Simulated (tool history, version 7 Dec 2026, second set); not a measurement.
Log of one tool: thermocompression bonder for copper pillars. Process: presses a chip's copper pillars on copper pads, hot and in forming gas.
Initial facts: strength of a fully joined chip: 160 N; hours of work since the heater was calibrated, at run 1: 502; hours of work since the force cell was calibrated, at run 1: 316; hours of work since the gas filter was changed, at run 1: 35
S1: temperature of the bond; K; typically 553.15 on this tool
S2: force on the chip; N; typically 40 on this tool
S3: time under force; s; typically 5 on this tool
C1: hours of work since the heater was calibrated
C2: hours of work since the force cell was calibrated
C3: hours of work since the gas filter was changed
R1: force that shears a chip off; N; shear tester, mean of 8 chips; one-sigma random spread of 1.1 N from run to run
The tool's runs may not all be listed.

run 1 hour=0.0 | S1=553.15 S2=40 S3=5 | C1=502 C2=316 C3=35 | R1=88.0
run 2 hour=15.0 | S1=553.15 S2=34 S3=5 | C1=508 C2=322 C3=42 | R1=71.9
run 3 hour=23.3 | S1=553.15 S2=34 S3=3 | C1=512 C2=326 C3=45 | R1=61.6
run 4 hour=37.4 | S1=547.15 S2=40 S3=5 | C1=518 C2=332 C3=51 | R1=80.1
run 5 hour=46.8 | S1=547.15 S2=40 S3=5 | C1=521 C2=336 C3=55 | R1=79.9
run 6 hour=57.7 | S1=547.15 S2=40 S3=5 | C1=526 C2=340 C3=60 | R1=78.3
run 7 hour=69.3 | S1=547.15 S2=40 S3=5 | C1=531 C2=345 C3=65 | R1=77.3
run 8 hour=87.0 | S1=547.15 S2=40 S3=5 | C1=539 C2=353 C3=72 | R1=77.5
run 9 hour=95.7 | S1=547.15 S2=40 S3=5 | C1=542 C2=357 C3=76 | R1=77.5
run 10 hour=106.2 | S1=547.15 S2=40 S3=5 | C1=547 C2=361 C3=81 | R1=78.5
run 11 hour=119.7 | S1=547.15 S2=40 S3=5 | C1=553 C2=367 C3=86 | R1=76.6
run 12 hour=130.3 | S1=547.15 S2=40 S3=5 | C1=557 C2=371 C3=91 | R1=77.6
run 13 hour=140.6 | S1=553.15 S2=40 S3=5 | C1=561 C2=376 C3=95 | R1=81.4
run 14 hour=151.6 | S1=553.15 S2=40 S3=5 | C1=566 C2=380 C3=100 | R1=82.5
run 15 hour=160.8 | S1=553.15 S2=40 S3=5 | C1=570 C2=384 C3=104 | R1=81.7
run 16 hour=179.1 | S1=553.15 S2=40 S3=5 | C1=578 C2=392 C3=112 | R1=80.1
run 17 hour=195.4 | S1=553.15 S2=40 S3=15 | C1=585 C2=399 C3=118 | R1=110.3
run 18 hour=203.7 | S1=553.15 S2=40 S3=15 | C1=588 C2=402 C3=122 | R1=109.1
-- hour=206.7 force cell calibrated
run 19 hour=221.1 | S1=566.15 S2=40 S3=5 | C1=595 C2=6 C3=129 | R1=92.1
run 20 hour=238.0 | S1=553.15 S2=40 S3=5 | C1=602 C2=13 C3=136 | R1=77.8
run 21 hour=254.4 | S1=553.15 S2=33 S3=3 | C1=609 C2=20 C3=143 | R1=52.3
run 22 hour=271.6 | S1=553.15 S2=54 S3=3 | C1=616 C2=28 C3=150 | R1=86.0
-- hour=275.4 forming gas filter changed
run 23 hour=286.3 | S1=553.15 S2=54 S3=3 | C1=622 C2=34 C3=5 | R1=99.7
run 24 hour=299.3 | S1=540.15 S2=53 S3=3 | C1=628 C2=39 C3=10 | R1=80.6
-- hour=306.1 force cell calibrated, once more
run 25 hour=317.4 | S1=558.15 S2=40 S3=3 | C1=635 C2=5 C3=17 | R1=77.2
run 26 hour=333.6 | S1=563.15 S2=28 S3=5 | C1=642 C2=12 C3=24 | R1=67.0
run 27 hour=341.9 | S1=553.15 S2=50 S3=3 | C1=645 C2=15 C3=28 | R1=89.9
run 28 hour=355.7 | S1=534.15 S2=40 S3=3 | C1=651 C2=21 C3=33 | R1=53.1
run 29 hour=374.8 | S1=534.15 S2=58 S3=3 | C1=659 C2=29 C3=42 | R1=81.2
run 30 hour=385.7 | S1=554.15 S2=49 S3=5 | C1=664 C2=34 C3=46 | R1=102.7
run 31 hour=395.1 | S1=554.15 S2=49 S3=5 | C1=668 C2=38 C3=50 | R1=104.3
run 32 hour=412.2 | S1=567.15 S2=44 S3=8 | C1=675 C2=45 C3=57 | R1=120.2
run 33 hour=431.2 | S1=571.15 S2=34 S3=6 | C1=683 C2=53 C3=66 | R1=92.8
run 34 hour=448.1 | S1=553.15 S2=40 S3=5 | C1=691 C2=60 C3=73 | R1=81.4
run 35 hour=466.3 | S1=538.15 S2=35 S3=10 | C1=698 C2=68 C3=81 | R1=73.9
run 36 hour=484.3 | S1=538.15 S2=35 S3=10 | C1=706 C2=76 C3=88 | R1=74.3
run 37 hour=496.2 | S1=568.15 S2=27 S3=4 | C1=711 C2=81 C3=93 | R1=60.3
run 38 hour=514.3 | S1=583.15 S2=36 S3=5 | C1=719 C2=89 C3=101 | R1=100.5
run 39 hour=524.5 | S1=583.15 S2=36 S3=5 | C1=723 C2=93 C3=105 | R1=98.4
run 40 hour=535.2 | S1=583.15 S2=36 S3=5 | C1=728 C2=97 C3=110 | R1=100.7

Below are 3 alternative next runs, each starting from the tool's condition after run 40. Predict each:
run A hour=549.2 | S1=583.15 S2=51 S3=11 | C1=734 C2=103 C3=116 | R1=?
run B hour=549.2 | S1=542.15 S2=29 S3=12 | C1=734 C2=103 C3=116 | R1=?
run C hour=549.2 | S1=524.15 S2=40 S3=11 | C1=734 C2=103 C3=116 | R1=?

run=A R1=137.0
run=B R1=65.9
run=C R1=69.2
The same runs, with their run-to-run variation unchanged, on a tool lacking any hidden condition would have given:
run=A R1=153.9
run=B R1=81.3
run=C R1=86.1
